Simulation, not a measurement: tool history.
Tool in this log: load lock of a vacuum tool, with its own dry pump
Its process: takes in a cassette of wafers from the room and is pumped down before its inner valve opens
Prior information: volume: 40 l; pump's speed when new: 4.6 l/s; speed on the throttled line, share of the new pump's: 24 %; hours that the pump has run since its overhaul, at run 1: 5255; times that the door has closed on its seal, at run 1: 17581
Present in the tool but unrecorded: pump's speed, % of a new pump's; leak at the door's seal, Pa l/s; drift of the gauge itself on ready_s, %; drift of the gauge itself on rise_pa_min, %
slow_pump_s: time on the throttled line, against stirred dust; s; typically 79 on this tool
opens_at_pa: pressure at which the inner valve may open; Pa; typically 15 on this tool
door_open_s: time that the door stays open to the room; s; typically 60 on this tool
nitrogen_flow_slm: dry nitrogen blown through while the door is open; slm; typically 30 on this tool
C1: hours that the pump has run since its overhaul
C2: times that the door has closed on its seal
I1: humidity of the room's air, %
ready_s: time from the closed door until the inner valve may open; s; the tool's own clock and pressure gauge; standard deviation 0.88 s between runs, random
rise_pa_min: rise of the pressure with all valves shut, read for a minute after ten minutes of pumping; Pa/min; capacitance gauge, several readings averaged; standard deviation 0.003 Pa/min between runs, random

Run 1, hour 0: usual settings; C1 5255; C2 17581; I1 47. Result: ready_s 143.5 s, rise_pa_min 0.148 Pa/min.
Run 2, hour 180.3: usual settings; C1 5435; C2 18393; I1 45.2. Result: ready_s 145.6 s, rise_pa_min 0.154 Pa/min.
Run 3, hour 445.7: usual settings; C1 5700; C2 19589; I1 46.8. Result: ready_s 145.5 s, rise_pa_min 0.169 Pa/min.
Run 4, hour 734.8: usual settings but slow_pump_s 67 s; C1 5989; C2 20890; I1 45.4. Result: ready_s 137.3 s, rise_pa_min 0.179 Pa/min.
Run 5, hour 1058: usual settings; C1 6313; C2 22346; I1 47.5. Result: ready_s 146.2 s, rise_pa_min 0.197 Pa/min.
Run 6, hour 1382.9: usual settings; C1 6637; C2 23810; I1 46.7. Result: ready_s 148.4 s, rise_pa_min 0.218 Pa/min.
Run 7, hour 1725.2: usual settings; C1 6980; C2 25352; I1 47.9. Result: ready_s 148.8 s, rise_pa_min 0.233 Pa/min.
Run 8, hour 1996: usual settings; C1 7251; C2 26571; I1 49.4. Result: ready_s 147.5 s, rise_pa_min 0.249 Pa/min.
Run 9, hour 2340.4: usual settings; C1 7595; C2 28122; I1 45.3. Result: ready_s 149.3 s, rise_pa_min 0.271 Pa/min.
Run 10, hour 2531.5: usual settings; C1 7786; C2 28983; I1 46.4. Result: ready_s 149.1 s, rise_pa_min 0.287 Pa/min.
Run 11, hour 2885.8: usual settings; C1 8140; C2 30579; I1 46.4. Result: ready_s 151 s, rise_pa_min 0.307 Pa/min.
Run 12, hour 3104.9: usual settings; C1 8359; C2 31566; I1 44.5. Result: ready_s 149.1 s, rise_pa_min 0.32 Pa/min.
Run 13, hour 3278.5: usual settings but slow_pump_s 153 s, opens_at_pa 11 Pa, door_open_s 66 s, nitrogen_flow_slm 5 slm; C1 8533; C2 32348; I1 43.8. Result: ready_s 208.6 s, rise_pa_min 0.356 Pa/min.
At hour 3539.1: door's seal changed, seat wiped.
Run 14, hour 3568.6: usual settings but slow_pump_s 63 s, door_open_s 220 s, nitrogen_flow_slm 6 slm; C1 8822; C2 133; I1 42.1. Result: ready_s 140.2 s, rise_pa_min 0.122 Pa/min.
Run 15, hour 3890.9: usual settings but slow_pump_s 63 s, door_open_s 220 s, nitrogen_flow_slm 6 slm; C1 9144; C2 1585; I1 45.6. Result: ready_s 139.8 s, rise_pa_min 0.131 Pa/min.
Run 16, hour 4075.4: usual settings but door_open_s 199 s; C1 9328; C2 2416; I1 46. Result: ready_s 152.8 s, rise_pa_min 0.082 Pa/min.
Run 17, hour 4249: usual settings but door_open_s 199 s; C1 9502; C2 3198; I1 44.4. Result: ready_s 152.8 s, rise_pa_min 0.086 Pa/min.
Run 18, hour 4529.8: usual settings but door_open_s 199 s; C1 9783; C2 4463; I1 43.5. Result: ready_s 151.9 s, rise_pa_min 0.081 Pa/min.
Run 19, hour 4720.2: usual settings but slow_pump_s 58 s, opens_at_pa 22 Pa, door_open_s 56 s, nitrogen_flow_slm 8 slm; C1 9973; C2 5320; I1 43.8. Result: ready_s 133.6 s, rise_pa_min 0.06 Pa/min.
Run 20, hour 5050: usual settings but slow_pump_s 58 s, opens_at_pa 22 Pa, door_open_s 56 s, nitrogen_flow_slm 8 slm; C1 10303; C2 6806; I1 46.8. Result: ready_s 133 s, rise_pa_min 0.068 Pa/min.
Run 21, hour 5361.1: usual settings but opens_at_pa 22 Pa, door_open_s 76 s, nitrogen_flow_slm 15 slm; C1 10614; C2 8207; I1 44.5. Result: ready_s 149.6 s, rise_pa_min 0.084 Pa/min.
Run 22, hour 5643.2: usual settings but opens_at_pa 22 Pa, door_open_s 62 s, nitrogen_flow_slm 15 slm; C1 10896; C2 9478; I1 43. Result: ready_s 150.7 s, rise_pa_min 0.086 Pa/min.
Run 23, hour 5858.8: usual settings but slow_pump_s 57 s, door_open_s 56 s, nitrogen_flow_slm 7 slm; C1 11112; C2 10449; I1 43. Result: ready_s 138.6 s, rise_pa_min 0.098 Pa/min.

What differs in the tool's unlogged condition from the final listed run ahead of each entry between runs to the first listed run following it?
Between runs 13 and 14: door's seal changed, seat wiped (hour 3539.1)
  pump's speed, % of a new pump's: 82.5 -> 81.9; leak at the door's seal, Pa l/s: 0.2032 -> 0.0018
  measured minus no-state result, ready_s: +9.6 -> +13.9 s; rise_pa_min: +0.301 -> +0 Pa/min
